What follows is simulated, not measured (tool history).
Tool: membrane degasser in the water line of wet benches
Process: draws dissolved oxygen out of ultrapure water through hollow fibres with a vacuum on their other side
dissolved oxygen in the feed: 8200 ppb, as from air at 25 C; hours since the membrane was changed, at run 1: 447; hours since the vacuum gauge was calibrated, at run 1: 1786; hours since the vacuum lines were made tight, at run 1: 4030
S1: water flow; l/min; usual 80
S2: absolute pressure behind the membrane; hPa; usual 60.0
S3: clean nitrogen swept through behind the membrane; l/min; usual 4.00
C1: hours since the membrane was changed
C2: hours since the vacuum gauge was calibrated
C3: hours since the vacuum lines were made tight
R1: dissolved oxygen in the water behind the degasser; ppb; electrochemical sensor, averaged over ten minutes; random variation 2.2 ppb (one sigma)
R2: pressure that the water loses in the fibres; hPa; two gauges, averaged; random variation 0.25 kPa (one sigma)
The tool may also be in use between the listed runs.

Run 1, day 0.000: usual settings; C1 447; C2 1786; C3 4030. Result: R1 233.0 ppb, R2 660.3 hPa.
Run 2, day 5.062: usual settings; C1 568; C2 1908; C3 4151. Result: R1 223.5 ppb, R2 659.2 hPa.
Run 3, day 13.708: usual settings; C1 776; C2 2115; C3 4359. Result: R1 230.7 ppb, R2 664.0 hPa.
Run 4, day 24.975: usual settings; C1 1046; C2 2386; C3 4629. Result: R1 227.7 ppb, R2 661.4 hPa.
Run 5, day 29.962: usual settings but S3 2.30 l/min; C1 1166; C2 2505; C3 4749. Result: R1 302.6 ppb, R2 658.9 hPa.
Run 6, day 37.862: usual settings; C1 1356; C2 2695; C3 4938. Result: R1 231.2 ppb, R2 663.6 hPa.
Run 7, day 47.458: usual settings; C1 1586; C2 2925; C3 5169. Result: R1 231.1 ppb, R2 669.1 hPa.
Run 8, day 59.108: usual settings but S3 2.27 l/min; C1 1865; C2 3205; C3 5448. Result: R1 317.3 ppb, R2 668.6 hPa.
At day 63.038: seals of the vacuum lines changed.
Run 9, day 70.404: usual settings but S1 60 l/min, S3 2.27 l/min; C1 2135; C2 3474; C3 177. Result: R1 228.1 ppb, R2 505.4 hPa.
Run 10, day 79.167: usual settings but S1 60 l/min, S3 2.27 l/min; C1 2345; C2 3684; C3 387. Result: R1 226.9 ppb, R2 502.2 hPa.
Run 11, day 89.896: usual settings but S1 60 l/min, S3 2.27 l/min; C1 2602; C2 3942; C3 645. Result: R1 228.1 ppb, R2 499.7 hPa.
Run 12, day 101.258: usual settings but S1 60 l/min, S3 2.27 l/min; C1 2875; C2 4214; C3 917. Result: R1 230.9 ppb, R2 504.1 hPa.
Run 13, day 111.425: usual settings but S1 60 l/min, S2 130.4 hPa, S3 2.27 l/min; C1 3119; C2 4458; C3 1161. Result: R1 595.3 ppb, R2 507.1 hPa.
Run 14, day 120.712: usual settings but S1 60 l/min, S2 130.4 hPa, S3 2.27 l/min; C1 3342; C2 4681; C3 1384. Result: R1 600.2 ppb, R2 505.6 hPa.
Run 15, day 132.754: usual settings but S3 2.61 l/min; C1 3631; C2 4970; C3 1673. Result: R1 302.1 ppb, R2 673.4 hPa.
Run 16, day 142.142: usual settings but S3 2.61 l/min; C1 3856; C2 5196; C3 1898. Result: R1 296.6 ppb, R2 682.0 hPa.
Run 17, day 153.475: usual settings but S3 2.61 l/min; C1 4128; C2 5468; C3 2170. Result: R1 308.7 ppb, R2 677.9 hPa.
Run 18, day 163.092: usual settings but S2 104.5 hPa, S3 9.85 l/min; C1 4359; C2 5698; C3 2401. Result: R1 258.6 ppb, R2 682.0 hPa.
At day 163.725: vacuum gauge calibrated.
Run 19, day 174.829: usual settings but S2 59.6 hPa, S3 2.13 l/min; C1 4640; C2 267; C3 2683. Result: R1 341.0 ppb, R2 681.3 hPa.
Run 20, day 180.433: usual settings but S2 59.6 hPa, S3 2.13 l/min; C1 4775; C2 401; C3 2817. Result: R1 342.5 ppb, R2 683.3 hPa.
Run 21, day 188.888: usual settings but S2 59.6 hPa, S3 2.13 l/min; C1 4978; C2 604; C3 3020. Result: R1 340.3 ppb, R2 689.5 hPa.
Run 22, day 196.496: usual settings but S1 63 l/min; C1 5160; C2 787; C3 3203. Result: R1 189.2 ppb, R2 535.4 hPa.
Run 23, day 207.475: usual settings but S1 63 l/min; C1 5424; C2 1050; C3 3466. Result: R1 188.9 ppb, R2 540.4 hPa.
Run 24, day 215.375: usual settings but S1 70 l/min, S2 97.1 hPa; C1 5613; C2 1240; C3 3656. Result: R1 356.8 ppb, R2 602.5 hPa.
At day 222.246: vacuum gauge calibrated, once more.
Run 25, day 224.092: usual settings but S2 104.9 hPa, S3 2.21 l/min; C1 5822; C2 44; C3 3864. Result: R1 625.4 ppb, R2 686.2 hPa.
Run 26, day 230.129: usual settings but S2 104.9 hPa, S3 2.21 l/min; C1 5967; C2 189; C3 4009. Result: R1 631.8 ppb, R2 692.5 hPa.
Run 27, day 236.254: usual settings but S2 104.9 hPa, S3 2.21 l/min; C1 6114; C2 336; C3 4156. Result: R1 623.1 ppb, R2 695.6 hPa.
Run 28, day 243.367: usual settings but S2 56.5 hPa, S3 2.76 l/min; C1 6285; C2 507; C3 4327. Result: R1 275.5 ppb, R2 694.8 hPa.
Run 29, day 250.883: usual settings but S1 112 l/min, S2 42.7 hPa, S3 6.02 l/min; C1 6465; C2 687; C3 4507. Result: R1 264.4 ppb, R2 974.6 hPa.
Run 30, day 260.025: usual settings but S1 94 l/min, S2 70.2 hPa, S3 6.87 l/min; C1 6685; C2 907; C3 4727. Result: R1 285.9 ppb, R2 813.0 hPa.
Run 31, day 270.058: usual settings but S1 52 l/min, S2 73.2 hPa, S3 4.14 l/min; C1 6925; C2 1147; C3 4968. Result: R1 177.5 ppb, R2 455.0 hPa.
Run 32, day 277.962: usual settings but S1 52 l/min, S2 73.2 hPa, S3 4.14 l/min; C1 7115; C2 1337; C3 5157. Result: R1 181.2 ppb, R2 453.2 hPa.
Run 33, day 286.212: usual settings but S1 52 l/min, S2 77.3 hPa, S3 4.14 l/min; C1 7313; C2 1535; C3 5355. Result: R1 191.2 ppb, R2 453.9 hPa.

Hidden state at the last listed run before each entry between runs and at the first one after, where it differs:
Between runs 8 and 9: seals of the vacuum lines changed (day 63.038)
  membrane still open, %: 98.5 -> 98.2; true pressure behind the membrane over the reading, kPa: 0.15 -> 0.16; air that leaks in behind the membrane, l/min: 0.0177 -> 0.0023
  measured less the result without the state, R1: +17.2 -> +13.8 ppb; R2: +10.3 -> +8.9 hPa
Between runs 18 and 19: vacuum gauge calibrated (day 163.725)
  membrane still open, %: 96.4 -> 96.2; true pressure behind the membrane over the reading, kPa: 0.23 -> 0.29; air that leaks in behind the membrane, l/min: 0.008 -> 0.0088
  measured less the result without the state, R1: +21.3 -> +38.3 ppb; R2: +24.2 -> +25.9 hPa
Between runs 24 and 25: vacuum gauge calibrated, once more (day 222.246)
  membrane still open, %: 95.4 -> 95.3; true pressure behind the membrane over the reading, kPa: 0.33 -> 0.04; air that leaks in behind the membrane, l/min: 0.0113 -> 0.0119
  measured less the result without the state, R1: +30.3 -> +23.7 ppb; R2: +27.5 -> +32.5 hPa
